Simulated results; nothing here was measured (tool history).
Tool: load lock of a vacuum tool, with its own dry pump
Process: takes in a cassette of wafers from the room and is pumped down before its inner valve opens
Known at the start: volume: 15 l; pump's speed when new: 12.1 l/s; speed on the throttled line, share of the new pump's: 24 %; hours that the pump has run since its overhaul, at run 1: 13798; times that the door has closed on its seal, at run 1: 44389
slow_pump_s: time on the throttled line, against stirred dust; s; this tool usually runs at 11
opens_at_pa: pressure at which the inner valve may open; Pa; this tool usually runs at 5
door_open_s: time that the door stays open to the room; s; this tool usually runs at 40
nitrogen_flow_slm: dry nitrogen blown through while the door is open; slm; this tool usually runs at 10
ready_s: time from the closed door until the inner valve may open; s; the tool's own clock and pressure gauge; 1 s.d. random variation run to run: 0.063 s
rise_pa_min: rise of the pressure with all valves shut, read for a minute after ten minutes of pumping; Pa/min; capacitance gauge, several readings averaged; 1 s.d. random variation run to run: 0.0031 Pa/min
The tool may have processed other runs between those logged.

| run | day | slow_pump_s | opens_at_pa | door_open_s | nitrogen_flow_slm | hours that the pump has run since its overhaul | times that the door has closed on its seal | incoming humidity of the room's air, % | ready_s | rise_pa_min |
|---|---|---|---|---|---|---|---|---|---|---|
| 1 | 0 | 11 | 5 | 40 | 10 | 13798 | 44389 | 45.8 | 20.81 | 0.062 |
| 2 | 11.758 | 11 | 5 | 40 | 10 | 14080 | 45336 | 49.8 | 20.75 | 0.072 |
| 3 | 36.192 | 11 | 5 | 40 | 10 | 14667 | 47304 | 42.1 | 20.82 | 0.058 |
| 4 | 53.5 | 11 | 5 | 40 | 10 | 15082 | 48698 | 43.4 | 20.81 | 0.063 |
| 5 | 72.825 | 11 | 5 | 40 | 10 | 15546 | 50254 | 49.1 | 20.87 | 0.073 |
| 6 | 85.567 | 11 | 5 | 40 | 10 | 15852 | 51280 | 43.3 | 20.68 | 0.061 |
| 7 | 107.075 | 11 | 5 | 29 | 10 | 16368 | 53012 | 45.8 | 20.77 | 0.049 |
| 8 | 127.571 | 11 | 5 | 29 | 10 | 16860 | 54663 | 49.1 | 20.84 | 0.055 |
| 9 | 142.267 | 11 | 5 | 29 | 10 | 17212 | 55847 | 45.2 | 20.77 | 0.055 |
| 10 | 152.9 | 11 | 5 | 29 | 10 | 17468 | 56703 | 45.8 | 20.88 | 0.055 |
| 11 | 178.175 | 17 | 5 | 40 | 10 | 18074 | 58738 | 45.1 | 25.34 | 0.065 |
| 12 | 195.612 | 11 | 5 | 40 | 8 | 18493 | 60143 | 44.9 | 20.81 | 0.071 |
| 13 | 220.95 | 11 | 5 | 40 | 10 | 19101 | 62184 | 44.4 | 20.8 | 0.063 |
| 14 | 245.779 | 11 | 5 | 40 | 10 | 19697 | 64183 | 46.6 | 20.82 | 0.065 |
|  | 256.683 | dry pump taken out, an overhauled one fitted |
| 15 | 269.358 | 11 | 5 | 69 | 10 | 304 | 66062 | 45 | 20.74 | 0.095 |
| 16 | 287.908 | 11 | 5 | 69 | 10 | 749 | 67556 | 44.1 | 20.87 | 0.098 |

Run 17 is up next; what results do you expect?
|  | 303.962 | door's seal changed, seat wiped |
| 17 | 307.888 | 9 | 9 | 40 | 10 | 1227 | 316 | 45.1 | ? | ? |

Logged for run 17: ready_s 18.52 s, rise_pa_min 0.062 Pa/min.
Without the tool's hidden state the same run would have given ready_s 18.52 s, rise_pa_min 0.062 Pa/min.
